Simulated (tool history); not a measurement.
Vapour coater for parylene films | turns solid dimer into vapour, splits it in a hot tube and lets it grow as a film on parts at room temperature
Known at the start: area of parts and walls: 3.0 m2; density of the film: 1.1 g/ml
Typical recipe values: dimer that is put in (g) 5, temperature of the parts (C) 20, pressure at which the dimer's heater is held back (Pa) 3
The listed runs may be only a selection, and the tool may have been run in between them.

| run | hour | dimer that is put in (g) | temperature of the parts (C) | pressure at which the dimer's heater is held back (Pa) | thickness of the film (nm) |
|---|---|---|---|---|---|
| 1 | 0 | 5 | 20 | 3 | 1154 |
| 2 | 13.1 | 5 | 20 | 3 | 1165 |
| 3 | 28 | 5 | 20 | 3 | 1139 |
| 4 | 53 | 6 | 20 | 3 | 1398 |
| 5 | 74.3 | 6 | 20 | 8.28 | 1187 |
| 6 | 95.8 | 6 | 20 | 3 | 1380 |
| 7 | 121.3 | 6 | 20 | 3 | 1393 |
|  | 142.4 | trap's valve overhauled |
| 8 | 151.7 | 6 | 20 | 3 | 1540 |
| 9 | 169.2 | 6 | 20 | 3 | 1539 |
| 10 | 181.8 | 6 | 20 | 3 | 1558 |
| 11 | 206.1 | 6 | 20 | 3 | 1528 |
| 12 | 222 | 6 | 20 | 3 | 1530 |
| 13 | 240.4 | 6 | 20 | 3 | 1535 |
| 14 | 254 | 6 | 20 | 3 | 1511 |
| 15 | 277.5 | 6 | 20 | 3 | 1527 |
| 16 | 294.4 | 5 | 20 | 3 | 1252 |
| 17 | 306.3 | 5 | 20 | 3 | 1262 |
| 18 | 332.3 | 5 | 20 | 2.63 | 1275 |
| 19 | 352.2 | 5 | 20 | 2.63 | 1272 |
| 20 | 373.5 | 5 | 20 | 3 | 1246 |
| 21 | 395.3 | 5 | 25 | 3 | 1068 |
| 22 | 410.2 | 5 | 25 | 3 | 1067 |
| 23 | 425.4 | 3 | 30 | 5.71 | 509 |
| 24 | 448 | 3 | 29 | 5.1 | 523 |
| 25 | 463.1 | 3 | 29 | 5.1 | 542 |
| 26 | 486 | 3 | 29 | 5.1 | 528 |
| 27 | 497.8 | 3 | 29 | 5.1 | 525 |
| 28 | 519.9 | 3 | 29 | 5.1 | 530 |
| 29 | 537.4 | 7 | 20 | 3.57 | 1665 |
| 30 | 561.2 | 5 | 20 | 3 | 1221 |
| 31 | 579.1 | 2 | 26 | 3 | 428 |
| 32 | 594.5 | 2 | 26 | 3 | 402 |
| 33 | 609.3 | 2 | 26 | 3 | 408 |
| 34 | 625.9 | 2 | 26 | 3 | 409 |
| 35 | 651.5 | 2 | 26 | 3 | 396 |
| 36 | 667.1 | 2 | 26 | 3 | 407 |
| 37 | 680.8 | 6 | 20 | 6.74 | 1265 |
| 38 | 696 | 6 | 20 | 6.74 | 1255 |
| 39 | 713 | 6 | 21 | 3.34 | 1347 |
| 40 | 728.4 | 5 | 23 | 5.63 | 994 |

Some steps in thickness of the film (nm) between neighbouring runs. How much of each would the tool show without its hidden state too (settings, what came in, random variation), and how much is left for the hidden state, with any gauge scatter that isn't in both results?
What the log doesn't record here: vapour lost through the trap's worn valve, %; true temperature of the parts over the reading, C; drift of the gauge itself on film_um, %.
Run 7 -> 8: trap's valve overhauled. thickness of the film (nm) +147: hidden state +171, all else -24.
Run 28 -> 29: dimer that is put in (g) 3 -> 7, temperature of the parts (C) 29 -> 20, pressure at which the dimer's heater is held back (Pa) 5.1 -> 3.57. thickness of the film (nm) +1135: hidden state -82, all else +1217.
Run 30 -> 31: dimer that is put in (g) 5 -> 2, temperature of the parts (C) 20 -> 26. thickness of the film (nm) -793: hidden state +59, all else -852.
Run 36 -> 37: dimer that is put in (g) 2 -> 6, temperature of the parts (C) 26 -> 20, pressure at which the dimer's heater is held back (Pa) 3 -> 6.74. thickness of the film (nm) +858: hidden state -80, all else +938.
